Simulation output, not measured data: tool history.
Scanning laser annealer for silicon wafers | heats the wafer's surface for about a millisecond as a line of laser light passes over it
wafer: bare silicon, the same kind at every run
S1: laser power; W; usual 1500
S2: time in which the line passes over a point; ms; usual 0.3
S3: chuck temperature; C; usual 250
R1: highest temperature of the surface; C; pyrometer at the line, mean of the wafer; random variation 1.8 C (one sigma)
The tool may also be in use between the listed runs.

run   hour    S1     S2   S3    R1
  1      0  1500    0.3  250   951
  2   27.2  1500    0.3  250   949
  3   54.2  1396    0.3  250   896
  4     79  1396    0.3  250   896
  5  107.9  1396    0.3  250   898
       118  -- window over the wafer cleaned
  6  138.3  1596    0.3  250  1016
  7  164.1  1596    0.3  250  1017
  8  183.9  1501    0.3  280   995
  9  208.4  1555  0.355  276  1083
 10  223.7  1305  0.236  243   787
 11    247  1305  0.236  243   791
 12  269.3  1414   0.24  289   888
 13  294.6  1414   0.24  289   887

4 ways to go on from here, each from the tool as it stands after run 13. What would each give?
  A  307.2  1370  0.245  233   ?
  B  307.2  1370  0.364  272   ?
  C  307.2  1431  0.286  245   ?
  D  307.2  1458    0.3  265   ?

run   R1
  A  815
  B  981
  C  905
  D  954
Without the tool's hidden state the same runs would have given:
run   R1
  A  824
  B  992
  C  916
  D  965
